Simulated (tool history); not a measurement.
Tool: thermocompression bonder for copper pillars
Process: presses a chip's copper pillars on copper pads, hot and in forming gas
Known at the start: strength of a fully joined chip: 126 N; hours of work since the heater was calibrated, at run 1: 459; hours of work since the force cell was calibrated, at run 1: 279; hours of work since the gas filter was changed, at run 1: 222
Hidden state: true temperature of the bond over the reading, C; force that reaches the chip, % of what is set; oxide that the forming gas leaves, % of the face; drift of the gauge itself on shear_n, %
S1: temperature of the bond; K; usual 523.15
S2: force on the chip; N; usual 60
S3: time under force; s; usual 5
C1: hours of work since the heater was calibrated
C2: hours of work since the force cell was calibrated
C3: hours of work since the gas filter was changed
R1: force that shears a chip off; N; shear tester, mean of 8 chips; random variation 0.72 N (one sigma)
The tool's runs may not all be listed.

run	hour	S1	S2	S3	C1	C2	C3	R1
1	0	523.15	60	5	459	279	222	63.1
2	12.6	523.15	60	5	465	285	228	62.5
3	28.7	523.15	60	5	473	293	235	62.6
4	38.2	543.15	60	5	477	297	240	80.5
5	48.6	541.15	60	5	482	302	245	78.8
6	56.1	523.15	60	3	486	306	248	51.6
7	70.3	499.15	60	5	492	313	255	41.2
8	78	499.15	60	5	496	316	259	40.3
9	92.3	499.15	60	5	503	323	266	41.2
10	101.3	499.15	60	5	507	327	270	42.5
11	114.5	523.15	76	5	513	334	276	71.4
12	121.6	523.15	76	5	517	337	280	72.6
13	133.2	498.15	60	5	522	343	285	40.7
14	146	542.15	60	5	528	349	291	80.2
15	157.6	537.15	60	5	534	354	297	74.8
16	173.4	537.15	60	5	541	362	304	75.2
17	185.4	537.15	60	5	547	367	310	75.4
# hour 188.5: heater calibrated with a thermocouple chip
18	195.6	526.15	60	14	3	371	314	88.9
19	209.9	515.15	46	5	10	378	321	46.2
20	220.6	515.15	37	5	15	383	326	39.5
21	231.2	515.15	37	5	20	388	331	39.4

Run 22 comes next. What will it give?
22	240.3	515.15	37	5	25	393	335	?

{"run 22": {"R1": 40.1}}
Without the tool's hidden state the same run would have given R1 37.6 N.

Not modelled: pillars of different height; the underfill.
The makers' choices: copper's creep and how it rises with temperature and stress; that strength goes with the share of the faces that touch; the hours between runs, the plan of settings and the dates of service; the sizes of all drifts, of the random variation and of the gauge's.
